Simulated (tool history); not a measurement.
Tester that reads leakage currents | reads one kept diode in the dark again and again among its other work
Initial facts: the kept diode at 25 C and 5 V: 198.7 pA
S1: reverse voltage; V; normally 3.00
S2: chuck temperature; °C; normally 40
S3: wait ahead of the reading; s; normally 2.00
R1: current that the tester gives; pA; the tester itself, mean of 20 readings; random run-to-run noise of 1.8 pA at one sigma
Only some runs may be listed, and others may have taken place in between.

run,hour,S1,S2,S3,R1
1,0.0,3.00,40,2.00,590.36
2,20.0,3.00,40,2.00,588.49
3,57.1,1.97,40,2.00,504.73
4,76.4,3.00,40,0.88,590.14
5,93.2,3.00,23,2.00,138.95
6,130.5,3.00,23,2.00,138.06
7,167.6,3.00,23,2.00,137.59
8,201.7,2.19,27,0.52,176.87
9,225.5,2.19,27,0.52,177.02
10,252.2,14.37,27,0.43,363.01
11,278.9,3.38,23,8.09,144.23

5 options for the next run, each taken on its own from the tool as it stands now. Forecast them:
A,316.6,10.14,43,0.68,?
B,316.6,1.01,38,2.00,?
C,316.6,1.51,54,4.75,?
D,316.6,3.78,40,2.00,?
E,316.6,15.20,59,7.08,?

run,R1
A,1183.66
B,336.26
C,1360.27
D,643.70
E,4597.91
What these runs would have given with no unlogged condition in the tool:
run,R1
A,1181.38
B,335.60
C,1357.87
D,642.44
E,4589.99
